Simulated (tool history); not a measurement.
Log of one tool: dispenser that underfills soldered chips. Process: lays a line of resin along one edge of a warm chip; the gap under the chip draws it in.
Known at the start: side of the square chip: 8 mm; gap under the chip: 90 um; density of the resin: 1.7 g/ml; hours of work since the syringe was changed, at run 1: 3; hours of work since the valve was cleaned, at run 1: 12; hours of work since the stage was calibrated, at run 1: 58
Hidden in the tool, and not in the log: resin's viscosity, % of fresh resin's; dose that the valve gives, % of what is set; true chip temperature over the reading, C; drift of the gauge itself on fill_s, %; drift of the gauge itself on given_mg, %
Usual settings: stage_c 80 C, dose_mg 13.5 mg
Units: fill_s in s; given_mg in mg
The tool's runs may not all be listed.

run  hour  stage_c  dose_mg  hours of work since the syringe was changed  hours of work since the valve was cleaned  hours of work since the stage was calibrated  fill_s  given_mg
  1     0       80     13.5                                            3                                         12                                            58    69.5     13.37
      3.2  -- new syringe of resin
  2   4.3       80     13.5                                            1                                         15                                            60    60.3     13.24
  3   7.2       80     13.5                                            3                                         17                                            62    66.1     13.34
     10.7  -- new syringe of resin
  4  11.7       80     17.4                                            1                                         20                                            65    57.9     17.08
  5  15.2       77     13.5                                            3                                         22                                            68    78.4     13.28
     18.4  -- new syringe of resin
  6  19.8       77     13.5                                            1                                         26                                            71    71.3     13.18
  7  22.4       80     13.4                                            3                                         27                                            73    67.7     13.14
     26.2  -- new syringe of resin
  8    29       80     15.9                                            2                                         32                                            77    62.1     15.51
     33.7  -- new syringe of resin
  9  33.7       80     15.9                                            0                                         35                                            81    57.8     15.31
 10    38       80     15.9                                            3                                         38                                            84    65.4     15.33
     41.5  -- new syringe of resin
 11  44.2       73     12.7                                            2                                         42                                            88    93.4     12.27
     49.4  -- new syringe of resin
 12  50.3       73     12.2                                            1                                         46                                            92    88.4     11.66
 13  53.3       73     12.2                                            3                                         49                                            94    96.5      11.7
 14  56.5       92     15.6                                            5                                         51                                            96    42.9        15
     57.3  -- new syringe of resin
 15  62.1       92     15.6                                            3                                         55                                           100    39.3     14.92
     64.8  -- new syringe of resin
 16  65.9       78     13.5                                            1                                         57                                           103    67.3      12.9
 17  71.6       89     13.8                                            5                                         61                                           107    50.3     13.11

5 ways to go on from here, each from the tool as it stands after run 17. What would each give?
     72.4  -- new syringe of resin
  A  76.5       71     13.5                                            3                                         65                                           110       ?         ?
     72.4  -- new syringe of resin
  B  76.5       89     12.3                                            3                                         65                                           110       ?         ?
     72.4  -- new syringe of resin
  C  76.5       70     14.1                                            3                                         65                                           110       ?         ?
     72.4  -- new syringe of resin
  D  76.5       73     14.6                                            3                                         65                                           110       ?         ?
     72.4  -- new syringe of resin
  E  76.5       83     17.3                                            3                                         65                                           110       ?         ?

run  fill_s  given_mg
  A   105.5     12.74
  B    46.6     11.71
  C   110.5     13.41
  D      94     13.83
  E    56.5     16.42
Without the tool's hidden state the same runs would have given:
run  fill_s  given_mg
  A    97.1     13.47
  B    42.3     12.37
  C     102     14.18
  D    86.8     14.62
  E    52.3     17.36

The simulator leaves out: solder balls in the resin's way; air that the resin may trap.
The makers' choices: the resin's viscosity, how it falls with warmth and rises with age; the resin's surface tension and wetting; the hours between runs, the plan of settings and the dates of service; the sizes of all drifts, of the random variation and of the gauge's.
